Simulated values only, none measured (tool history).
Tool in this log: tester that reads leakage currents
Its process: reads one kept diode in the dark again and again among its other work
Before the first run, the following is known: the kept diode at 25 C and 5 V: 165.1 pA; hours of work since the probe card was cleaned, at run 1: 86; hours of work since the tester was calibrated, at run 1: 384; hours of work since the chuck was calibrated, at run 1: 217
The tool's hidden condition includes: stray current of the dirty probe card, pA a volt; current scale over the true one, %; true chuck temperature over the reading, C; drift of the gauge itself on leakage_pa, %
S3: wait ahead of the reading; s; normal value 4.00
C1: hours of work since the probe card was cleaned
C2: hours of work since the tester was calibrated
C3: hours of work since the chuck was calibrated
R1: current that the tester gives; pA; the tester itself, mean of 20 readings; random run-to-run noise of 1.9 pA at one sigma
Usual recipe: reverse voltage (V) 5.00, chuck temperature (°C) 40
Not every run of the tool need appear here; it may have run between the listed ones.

run 1 hour=0.0 | reverse_voltage_(V)=5.00 chuck_temperature_(°C)=40 S3=4.00 | C1=86 C2=384 C3=217 | R1=653.56
run 2 hour=109.0 | reverse_voltage_(V)=5.00 chuck_temperature_(°C)=41 S3=4.00 | C1=156 C2=454 C3=288 | R1=719.92
run 3 hour=258.8 | reverse_voltage_(V)=5.00 chuck_temperature_(°C)=41 S3=4.00 | C1=253 C2=551 C3=385 | R1=724.05
run 4 hour=391.1 | reverse_voltage_(V)=5.00 chuck_temperature_(°C)=41 S3=4.00 | C1=339 C2=637 C3=470 | R1=738.08
run 5 hour=486.7 | reverse_voltage_(V)=1.04 chuck_temperature_(°C)=40 S3=4.00 | C1=401 C2=699 C3=532 | R1=408.63
run 6 hour=582.0 | reverse_voltage_(V)=3.21 chuck_temperature_(°C)=40 S3=4.00 | C1=462 C2=760 C3=594 | R1=593.21
run 7 hour=753.6 | reverse_voltage_(V)=5.00 chuck_temperature_(°C)=40 S3=4.00 | C1=573 C2=871 C3=705 | R1=693.16
run 8 hour=864.6 | reverse_voltage_(V)=5.00 chuck_temperature_(°C)=40 S3=2.62 | C1=645 C2=943 C3=777 | R1=699.71
run 9 hour=957.1 | reverse_voltage_(V)=5.00 chuck_temperature_(°C)=41 S3=4.00 | C1=705 C2=1003 C3=837 | R1=763.50
run 10 hour=1065.9 | reverse_voltage_(V)=5.00 chuck_temperature_(°C)=41 S3=8.90 | C1=776 C2=1074 C3=907 | R1=772.28
-- hour=1084.3 tester calibrated
run 11 hour=1182.6 | reverse_voltage_(V)=5.00 chuck_temperature_(°C)=41 S3=8.90 | C1=850 C2=64 C3=981 | R1=776.89
run 12 hour=1285.6 | reverse_voltage_(V)=5.00 chuck_temperature_(°C)=40 S3=1.12 | C1=916 C2=130 C3=1048 | R1=718.07
run 13 hour=1440.9 | reverse_voltage_(V)=5.00 chuck_temperature_(°C)=33 S3=4.00 | C1=1017 C2=231 C3=1148 | R1=404.04
run 14 hour=1619.9 | reverse_voltage_(V)=8.73 chuck_temperature_(°C)=40 S3=0.34 | C1=1133 C2=346 C3=1264 | R1=900.31
run 15 hour=1804.2 | reverse_voltage_(V)=8.73 chuck_temperature_(°C)=40 S3=0.34 | C1=1252 C2=466 C3=1383 | R1=905.78
run 16 hour=1994.5 | reverse_voltage_(V)=14.91 chuck_temperature_(°C)=22 S3=4.00 | C1=1375 C2=589 C3=1506 | R1=241.06
run 17 hour=2097.1 | reverse_voltage_(V)=2.73 chuck_temperature_(°C)=36 S3=0.34 | C1=1441 C2=655 C3=1573 | R1=449.33
-- hour=2109.3 tester calibrated, once more
run 18 hour=2193.9 | reverse_voltage_(V)=2.73 chuck_temperature_(°C)=36 S3=0.34 | C1=1503 C2=55 C3=1634 | R1=458.34
run 19 hour=2327.7 | reverse_voltage_(V)=2.73 chuck_temperature_(°C)=36 S3=0.34 | C1=1589 C2=141 C3=1721 | R1=462.87
-- hour=2421.0 chuck's temperature calibrated
run 20 hour=2424.1 | reverse_voltage_(V)=1.26 chuck_temperature_(°C)=31 S3=0.34 | C1=1650 C2=202 C3=2 | R1=190.31
run 21 hour=2593.7 | reverse_voltage_(V)=1.26 chuck_temperature_(°C)=31 S3=0.34 | C1=1760 C2=312 C3=112 | R1=193.05
-- hour=2648.6 probe card cleaned and baked
run 22 hour=2676.3 | reverse_voltage_(V)=14.85 chuck_temperature_(°C)=32 S3=4.44 | C1=18 C2=364 C3=163 | R1=465.13

Selected run-to-run steps in R1, each split into two signed amounts: the part the tool would show with no hidden state at all (from settings, incoming material and random variation), and the remainder, which goes to the hidden state together with any gauge scatter not common to the measured and the hidden-state-free results:
Run 13 -> 14: reverse voltage (V) 5.00 -> 8.73, chuck temperature (°C) 33 -> 40, S3 4.00 -> 0.34. R1 +496.27 pA: hidden state +74.93, all else +421.34.
Run 15 -> 16: reverse voltage (V) 8.73 -> 14.91, chuck temperature (°C) 40 -> 22, S3 0.34 -> 4.00. R1 -664.72 pA: hidden state -84.49, all else -580.23.
Run 19 -> 20: reverse voltage (V) 2.73 -> 1.26, chuck temperature (°C) 36 -> 31, chuck's temperature calibrated. R1 -272.56 pA: hidden state -87.54, all else -185.02.
